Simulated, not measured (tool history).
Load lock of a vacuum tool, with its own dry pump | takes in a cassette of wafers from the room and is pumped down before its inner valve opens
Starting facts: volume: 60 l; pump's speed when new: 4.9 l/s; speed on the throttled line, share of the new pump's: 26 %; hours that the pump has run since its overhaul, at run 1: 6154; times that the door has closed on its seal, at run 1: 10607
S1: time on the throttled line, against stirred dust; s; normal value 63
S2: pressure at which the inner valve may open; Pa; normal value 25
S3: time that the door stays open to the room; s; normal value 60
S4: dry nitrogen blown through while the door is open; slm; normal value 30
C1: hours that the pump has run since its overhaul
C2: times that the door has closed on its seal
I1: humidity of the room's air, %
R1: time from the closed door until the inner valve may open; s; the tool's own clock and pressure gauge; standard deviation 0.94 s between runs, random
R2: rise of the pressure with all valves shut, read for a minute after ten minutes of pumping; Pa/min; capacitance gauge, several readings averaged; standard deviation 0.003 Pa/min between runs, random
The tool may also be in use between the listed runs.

{"run": 1, "day": 0.0, "S1": 63, "S2": 25, "S3": 60, "S4": 30, "C1": 6154, "C2": 10607, "I1": 44.2, "R1": 152.9, "R2": 0.058}
{"run": 2, "day": 4.8, "S1": 63, "S2": 25, "S3": 60, "S4": 30, "C1": 6269, "C2": 10805, "I1": 42.6, "R1": 155.1, "R2": 0.051}
{"run": 3, "day": 12.283, "S1": 63, "S2": 25, "S3": 60, "S4": 30, "C1": 6449, "C2": 11115, "I1": 42.4, "R1": 156.1, "R2": 0.053}
{"run": 4, "day": 23.971, "S1": 63, "S2": 25, "S3": 60, "S4": 30, "C1": 6729, "C2": 11598, "I1": 49.7, "R1": 153.3, "R2": 0.06}
{"run": 5, "day": 34.642, "S1": 63, "S2": 25, "S3": 60, "S4": 30, "C1": 6985, "C2": 12040, "I1": 44.3, "R1": 156.2, "R2": 0.058}
{"run": 6, "day": 42.171, "S1": 63, "S2": 25, "S3": 60, "S4": 30, "C1": 7166, "C2": 12351, "I1": 46.6, "R1": 155.7, "R2": 0.061}
{"run": 7, "day": 48.029, "S1": 84, "S2": 19, "S3": 112, "S4": 6, "C1": 7307, "C2": 12593, "I1": 44.2, "R1": 174.5, "R2": 0.084}
{"run": 8, "day": 58.954, "S1": 84, "S2": 19, "S3": 112, "S4": 8, "C1": 7569, "C2": 13045, "I1": 44.6, "R1": 173.1, "R2": 0.082}
{"run": 9, "day": 68.662, "S1": 112, "S2": 48, "S3": 66, "S4": 14, "C1": 7802, "C2": 13447, "I1": 45.7, "R1": 181.8, "R2": 0.074}
{"run": 10, "day": 74.225, "S1": 53, "S2": 40, "S3": 41, "S4": 4, "C1": 7935, "C2": 13677, "I1": 46.3, "R1": 143.1, "R2": 0.08}
{"run": 11, "day": 82.067, "S1": 63, "S2": 34, "S3": 60, "S4": 30, "C1": 8124, "C2": 14001, "I1": 44.6, "R1": 153.4, "R2": 0.07}

Predict each of these 4 candidate next runs independently; none follows another, all start after run 11:
{"run": "A", "day": 92.904, "S1": 48, "S2": 47, "S3": 60, "S4": 15, "C1": 8384, "C2": 14450, "I1": 48.6, "R1": "?", "R2": "?"}
{"run": "B", "day": 92.904, "S1": 63, "S2": 24, "S3": 53, "S4": 7, "C1": 8384, "C2": 14450, "I1": 45.4, "R1": "?", "R2": "?"}
{"run": "C", "day": 92.904, "S1": 63, "S2": 34, "S3": 71, "S4": 8, "C1": 8384, "C2": 14450, "I1": 47, "R1": "?", "R2": "?"}
{"run": "D", "day": 92.904, "S1": 58, "S2": 34, "S3": 60, "S4": 20, "C1": 8384, "C2": 14450, "I1": 43.6, "R1": "?", "R2": "?"}

run=A R1=136.1 R2=0.078
run=B R1=158 R2=0.078
run=C R1=151.3 R2=0.088
run=D R1=149.3 R2=0.065
Without the tool's unlogged condition, the same runs would have read:
run=A R1=128.7 R2=0.033
run=B R1=150.1 R2=0.032
run=C R1=143.9 R2=0.043
run=D R1=141.7 R2=0.021
